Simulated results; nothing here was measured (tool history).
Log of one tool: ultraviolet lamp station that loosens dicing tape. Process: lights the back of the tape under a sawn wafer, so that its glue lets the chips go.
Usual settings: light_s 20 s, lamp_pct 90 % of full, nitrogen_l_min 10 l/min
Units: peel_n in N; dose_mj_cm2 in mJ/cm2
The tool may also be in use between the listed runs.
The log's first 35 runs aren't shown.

run   hour  light_s  lamp_pct  nitrogen_l_min  hours of work of the lamp  hours of work since the window was cleaned  peel_n  dose_mj_cm2
 36  391.7       21        64              19                        296                                         380   1.353          375
 37  402.7       21        64              19                        301                                         384   1.291          373
 38  409.5       21        90              13                        303                                         387   0.814          528
 39  424.9       10        83              10                        309                                         393   3.845          226
 40  433.6       18        70               9                        313                                         397   2.218          349
 41  442.4       18        70               9                        317                                         400   2.213          344
 42  452.5       30        93              20                        321                                         404   0.342          768
 43  468.5       37        87               4                        327                                         411   0.696          877
 44  477.7       20        72               6                        331                                         415   2.325          391

4 ways to go on from here, each from the tool as it stands after run 44. What would each give?
  A  489.3       33        97               5                        335                                         419       ?            ?
  B  489.3       13        90              10                        335                                         419       ?            ?
  C  489.3       26        83              18                        335                                         419       ?            ?
  D  489.3       20        77               7                        335                                         419       ?            ?

run  peel_n  dose_mj_cm2
  A   0.579          869
  B   2.481          322
  C   0.572          584
  D   1.953          421
Without the tool's hidden state the same runs would have given:
run  peel_n  dose_mj_cm2
  A   0.361         1124
  B   1.626          416
  C   0.366          755
  D   1.223          544

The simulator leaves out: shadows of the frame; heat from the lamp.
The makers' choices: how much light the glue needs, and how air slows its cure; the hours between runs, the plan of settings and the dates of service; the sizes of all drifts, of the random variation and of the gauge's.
